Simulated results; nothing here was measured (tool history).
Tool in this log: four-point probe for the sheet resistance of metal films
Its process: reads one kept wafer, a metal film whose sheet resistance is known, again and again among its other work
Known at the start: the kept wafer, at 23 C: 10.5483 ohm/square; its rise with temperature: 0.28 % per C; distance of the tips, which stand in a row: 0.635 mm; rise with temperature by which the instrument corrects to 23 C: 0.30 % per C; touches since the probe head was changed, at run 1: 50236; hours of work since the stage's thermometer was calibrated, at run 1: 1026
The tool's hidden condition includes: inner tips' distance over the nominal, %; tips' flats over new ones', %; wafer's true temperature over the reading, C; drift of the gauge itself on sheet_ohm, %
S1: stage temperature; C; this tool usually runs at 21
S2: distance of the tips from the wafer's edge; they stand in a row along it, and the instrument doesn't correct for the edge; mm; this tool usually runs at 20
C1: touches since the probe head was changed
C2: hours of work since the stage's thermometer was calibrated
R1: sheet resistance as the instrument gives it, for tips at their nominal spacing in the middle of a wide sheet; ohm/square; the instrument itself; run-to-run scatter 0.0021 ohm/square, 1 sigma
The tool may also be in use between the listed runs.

run,day,S1,S2,C1,C2,R1
1,0,21,20,50236,1026,10.547665
2,1.217,21,20,51668,1048,10.546433
3,2.2,21,20,52826,1065,10.546283
4,2.979,21,20,53745,1079,10.54462
5,3.65,21,20,54533,1091,10.546066
6,4.354,21,20,55365,1104,10.544294
7,5.308,21,20,56487,1121,10.541815
8,6.271,21,20,57620,1138,10.54108
9,6.933,21,20,58402,1150,10.541016
10,7.908,21,20,59549,1167,10.546164
11,9.038,21,20,60878,1187,10.536885
12,9.8,21,20,61776,1200,10.543399
13,10.962,21,4,63146,1221,10.677032
14,11.554,21,4,63844,1232,10.678939
15,12.679,32,20,65170,1252,10.522929
16,13.242,32,20,65829,1262,10.518135
17,13.938,21,5,66648,1274,10.623136
18,15.025,21,5,67931,1293,10.621306
19,15.721,21,5,68748,1306,10.620511
20,16.3,21,20,69434,1316,10.536176
21,17.346,21,20,70664,1335,10.534436
22,17.862,21,20,71270,1344,10.538441
23,19.029,21,20,72647,1364,10.532191
24,19.996,21,20,73784,1382,10.533951
25,21.204,21,20,75210,1403,10.531714
26,22.233,21,25,76419,1421,10.52925
27,23.342,21,25,77727,1441,10.522797
28,24.071,34,4,78582,1454,10.641917
29,25.112,34,4,79811,1473,10.640788
30,25.642,31,12,80433,1482,10.523157
31,26.492,20,23,81433,1497,10.527175
32,27.667,33,20,82820,1518,10.507913
33,28.758,22,14,84105,1537,10.527424
34,29.546,29,23,85030,1551,10.506683
35,30.071,29,23,85648,1561,10.508346
36,30.888,31,11,86610,1575,10.519038
37,32.058,21,27,87992,1596,10.517579
38,32.817,21,18,88884,1609,10.519246
39,33.662,21,23,89881,1625,10.515107
40,34.396,24,10,90742,1637,10.530211
41,35.008,24,20,91467,1648,10.514446
42,36.154,23,7,92815,1669,10.556016
43,36.833,23,7,93613,1681,10.555186
44,37.35,21,50,94224,1690,10.514324
45,38.396,21,50,95454,1709,10.508839

Below, some changes in R1 between adjacent runs. For each, the amount present without the hidden state too (settings, incoming material, random variation) and the amount remaining for the hidden state with gauge scatter not shared by both compared results:
Run 12 -> 13: S2 20 -> 4. R1 +0.133633 ohm/square: hidden state -0.001328, all else +0.134961.
Run 14 -> 15: S1 21 -> 32, S2 4 -> 20. R1 -0.15601 ohm/square: hidden state -0.000316, all else -0.155694.
Run 27 -> 28: S1 21 -> 34, S2 25 -> 4. R1 +0.11912 ohm/square: hidden state -0.000484, all else +0.119604.
Run 32 -> 33: S1 33 -> 22, S2 20 -> 14. R1 +0.019511 ohm/square: hidden state -0.001445, all else +0.020956.
Run 36 -> 37: S1 31 -> 21, S2 11 -> 27. R1 -0.001459 ohm/square: hidden state -0.001424, all else -0.000035.
